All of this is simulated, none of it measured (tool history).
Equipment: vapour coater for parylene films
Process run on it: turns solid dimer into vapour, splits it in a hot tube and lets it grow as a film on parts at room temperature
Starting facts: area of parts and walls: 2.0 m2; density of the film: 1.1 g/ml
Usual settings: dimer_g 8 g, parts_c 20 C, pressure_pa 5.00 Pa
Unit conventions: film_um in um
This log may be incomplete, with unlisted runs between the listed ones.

Run 1, hour 0.0: usual settings. Result: film_um 2.32 um.
Run 2, hour 13.8: usual settings. Result: film_um 2.32 um.
Run 3, hour 30.6: usual settings but pressure_pa 8.37 Pa. Result: film_um 2.25 um.
Run 4, hour 39.2: usual settings but pressure_pa 8.37 Pa. Result: film_um 2.22 um.
Run 5, hour 53.3: usual settings but pressure_pa 8.37 Pa. Result: film_um 2.26 um.
Run 6, hour 61.0: usual settings but dimer_g 12 g. Result: film_um 3.45 um.
Run 7, hour 70.4: usual settings. Result: film_um 2.31 um.
Run 8, hour 78.3: usual settings. Result: film_um 2.29 um.
Run 9, hour 89.9: usual settings. Result: film_um 2.25 um.
At hour 94.8: trap's valve overhauled.
Run 10, hour 102.0: usual settings but dimer_g 5 g. Result: film_um 1.42 um.
Run 11, hour 115.6: usual settings but dimer_g 5 g. Result: film_um 1.42 um.
Run 12, hour 125.5: usual settings but dimer_g 7 g. Result: film_um 1.99 um.
At hour 139.0: trap's valve overhauled, once more.
Run 13, hour 145.2: usual settings but dimer_g 7 g. Result: film_um 2.02 um.
Run 14, hour 160.4: usual settings but dimer_g 7 g. Result: film_um 2.01 um.
Run 15, hour 174.1: usual settings. Result: film_um 2.26 um.
Run 16, hour 184.5: usual settings. Result: film_um 2.30 um.
Run 17, hour 198.2: usual settings but dimer_g 5 g, parts_c 23 C, pressure_pa 3.14 Pa. Result: film_um 1.39 um.
Run 18, hour 205.6: usual settings but dimer_g 11 g, parts_c 27 C, pressure_pa 9.17 Pa. Result: film_um 2.70 um.
Run 19, hour 215.9: usual settings but dimer_g 11 g, parts_c 27 C, pressure_pa 9.17 Pa. Result: film_um 2.65 um.
Run 20, hour 232.8: usual settings but dimer_g 4 g, pressure_pa 6.92 Pa. Result: film_um 1.11 um.
Run 21, hour 242.3: usual settings but dimer_g 4 g, pressure_pa 6.92 Pa. Result: film_um 1.13 um.
Run 22, hour 251.1: usual settings but dimer_g 3 g, parts_c 15 C, pressure_pa 3.66 Pa. Result: film_um 0.95 um.
Run 23, hour 268.0: usual settings but dimer_g 3 g, parts_c 15 C, pressure_pa 3.66 Pa. Result: film_um 0.93 um.
Run 24, hour 278.1: usual settings but dimer_g 10 g, pressure_pa 5.28 Pa. Result: film_um 2.80 um.
Run 25, hour 289.3: usual settings but dimer_g 10 g, parts_c 19 C, pressure_pa 7.45 Pa. Result: film_um 2.84 um.
Run 26, hour 298.4: usual settings but dimer_g 10 g, parts_c 19 C, pressure_pa 7.45 Pa. Result: film_um 2.84 um.
Run 27, hour 309.4: usual settings but dimer_g 3 g, parts_c 15 C. Result: film_um 0.96 um.
Run 28, hour 325.1: usual settings but dimer_g 14 g, parts_c 21 C. Result: film_um 3.82 um.
Run 29, hour 337.3: usual settings but dimer_g 14 g, parts_c 21 C. Result: film_um 3.91 um.
Run 30, hour 352.7: usual settings but dimer_g 4 g, parts_c 21 C. Result: film_um 1.12 um.
Run 31, hour 366.2: usual settings but dimer_g 10 g, parts_c 21 C. Result: film_um 2.75 um.

Some steps in film_um between neighbouring runs. How much of each would the tool show without its hidden state too (settings, what came in, random variation), and how much is left for the hidden state, with any gauge scatter that isn't in both results?
The hidden state here: vapour lost through the trap's worn valve, %; true temperature of the parts over the reading, C; drift of the gauge itself on film_um, %.
Run 26 -> 27: dimer_g 10 -> 3, parts_c 19 -> 15, pressure_pa 7.45 -> 5.00. film_um -1.88 um: hidden state +0.08, all else -1.96.
Run 27 -> 28: dimer_g 3 -> 14, parts_c 15 -> 21. film_um +2.86 um: hidden state -0.12, all else +2.98.
Run 29 -> 30: dimer_g 14 -> 4. film_um -2.79 um: hidden state +0.12, all else -2.91.
Run 30 -> 31: dimer_g 4 -> 10. film_um +1.63 um: hidden state -0.09, all else +1.72.
